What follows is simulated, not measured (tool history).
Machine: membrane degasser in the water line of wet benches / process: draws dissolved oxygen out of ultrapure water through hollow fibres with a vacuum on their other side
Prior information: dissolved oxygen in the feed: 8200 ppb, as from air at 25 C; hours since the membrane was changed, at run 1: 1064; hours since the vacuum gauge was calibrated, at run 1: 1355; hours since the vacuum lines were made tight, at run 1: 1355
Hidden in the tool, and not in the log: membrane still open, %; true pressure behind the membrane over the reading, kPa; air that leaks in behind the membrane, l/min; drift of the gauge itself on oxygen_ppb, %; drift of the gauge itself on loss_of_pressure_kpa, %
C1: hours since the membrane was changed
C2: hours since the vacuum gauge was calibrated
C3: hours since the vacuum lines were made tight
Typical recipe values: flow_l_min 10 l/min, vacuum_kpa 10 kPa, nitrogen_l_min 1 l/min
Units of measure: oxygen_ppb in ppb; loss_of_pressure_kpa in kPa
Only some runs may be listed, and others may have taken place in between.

{"run": 1, "day": 0.0, "flow_l_min": 10, "vacuum_kpa": 10, "nitrogen_l_min": 1, "C1": 1064, "C2": 1355, "C3": 1355, "oxygen_ppb": 199.7, "loss_of_pressure_kpa": 59.95}
{"run": 2, "day": 4.292, "flow_l_min": 10, "vacuum_kpa": 10, "nitrogen_l_min": 1, "C1": 1167, "C2": 1458, "C3": 1458, "oxygen_ppb": 202.8, "loss_of_pressure_kpa": 59.73}
{"run": 3, "day": 8.112, "flow_l_min": 10, "vacuum_kpa": 10, "nitrogen_l_min": 0.42, "C1": 1259, "C2": 1549, "C3": 1549, "oxygen_ppb": 388.4, "loss_of_pressure_kpa": 60.19}
{"run": 4, "day": 15.225, "flow_l_min": 10, "vacuum_kpa": 10, "nitrogen_l_min": 0.42, "C1": 1430, "C2": 1720, "C3": 1720, "oxygen_ppb": 388.4, "loss_of_pressure_kpa": 60.02}
{"run": 5, "day": 23.625, "flow_l_min": 10, "vacuum_kpa": 10, "nitrogen_l_min": 1, "C1": 1631, "C2": 1922, "C3": 1922, "oxygen_ppb": 202.9, "loss_of_pressure_kpa": 60.15}
{"run": 6, "day": 31.996, "flow_l_min": 10, "vacuum_kpa": 10, "nitrogen_l_min": 1, "C1": 1832, "C2": 2122, "C3": 2122, "oxygen_ppb": 201.2, "loss_of_pressure_kpa": 59.96}
{"day": 32.821, "done": "vacuum gauge calibrated"}
{"run": 7, "day": 40.329, "flow_l_min": 10, "vacuum_kpa": 10, "nitrogen_l_min": 0.49, "C1": 2032, "C2": 180, "C3": 2322, "oxygen_ppb": 345.9, "loss_of_pressure_kpa": 60.17}
{"run": 8, "day": 49.329, "flow_l_min": 15, "vacuum_kpa": 14.5, "nitrogen_l_min": 2.13, "C1": 2248, "C2": 396, "C3": 2538, "oxygen_ppb": 302.7, "loss_of_pressure_kpa": 90.24}
{"run": 9, "day": 53.333, "flow_l_min": 10, "vacuum_kpa": 10.3, "nitrogen_l_min": 1, "C1": 2344, "C2": 492, "C3": 2634, "oxygen_ppb": 213.4, "loss_of_pressure_kpa": 60.09}
{"run": 10, "day": 59.217, "flow_l_min": 10, "vacuum_kpa": 10.3, "nitrogen_l_min": 1, "C1": 2485, "C2": 634, "C3": 2775, "oxygen_ppb": 211.5, "loss_of_pressure_kpa": 60.74}
{"run": 11, "day": 66.154, "flow_l_min": 10, "vacuum_kpa": 10.3, "nitrogen_l_min": 1, "C1": 2651, "C2": 800, "C3": 2942, "oxygen_ppb": 215.2, "loss_of_pressure_kpa": 60.76}
{"run": 12, "day": 72.708, "flow_l_min": 8, "vacuum_kpa": 10, "nitrogen_l_min": 1.92, "C1": 2809, "C2": 957, "C3": 3099, "oxygen_ppb": 93.6, "loss_of_pressure_kpa": 48}
{"run": 13, "day": 80.579, "flow_l_min": 10, "vacuum_kpa": 10, "nitrogen_l_min": 0.44, "C1": 2998, "C2": 1146, "C3": 3288, "oxygen_ppb": 386.9, "loss_of_pressure_kpa": 60.36}
{"day": 86.696, "done": "vacuum gauge calibrated, once more"}
{"run": 14, "day": 87.475, "flow_l_min": 10, "vacuum_kpa": 10, "nitrogen_l_min": 0.44, "C1": 3163, "C2": 19, "C3": 3453, "oxygen_ppb": 371, "loss_of_pressure_kpa": 60.68}

Hidden state at the last listed run before each entry between runs and at the first one after, where it differs:
Runs 6 to 7: vacuum gauge calibrated (day 32.821)
  membrane still open, %: 98.7 -> 98.5; true pressure behind the membrane over the reading, kPa: 0.15 -> 0.22; air that leaks in behind the membrane, l/min: 0.0056 -> 0.0059
  what was measured, less what the result would be without the hidden state, oxygen_ppb: +7.5 -> +13.9 ppb; loss_of_pressure_kpa: +0.79 -> +0.89 kPa
Runs 13 to 14: vacuum gauge calibrated, once more (day 86.696)
  membrane still open, %: 97.8 -> 97.7; true pressure behind the membrane over the reading, kPa: 0.26 -> -0.02; air that leaks in behind the membrane, l/min: 0.0073 -> 0.0075
  what was measured, less what the result would be without the hidden state, oxygen_ppb: +19.3 -> +6.5 ppb; loss_of_pressure_kpa: +1.32 -> +1.4 kPa

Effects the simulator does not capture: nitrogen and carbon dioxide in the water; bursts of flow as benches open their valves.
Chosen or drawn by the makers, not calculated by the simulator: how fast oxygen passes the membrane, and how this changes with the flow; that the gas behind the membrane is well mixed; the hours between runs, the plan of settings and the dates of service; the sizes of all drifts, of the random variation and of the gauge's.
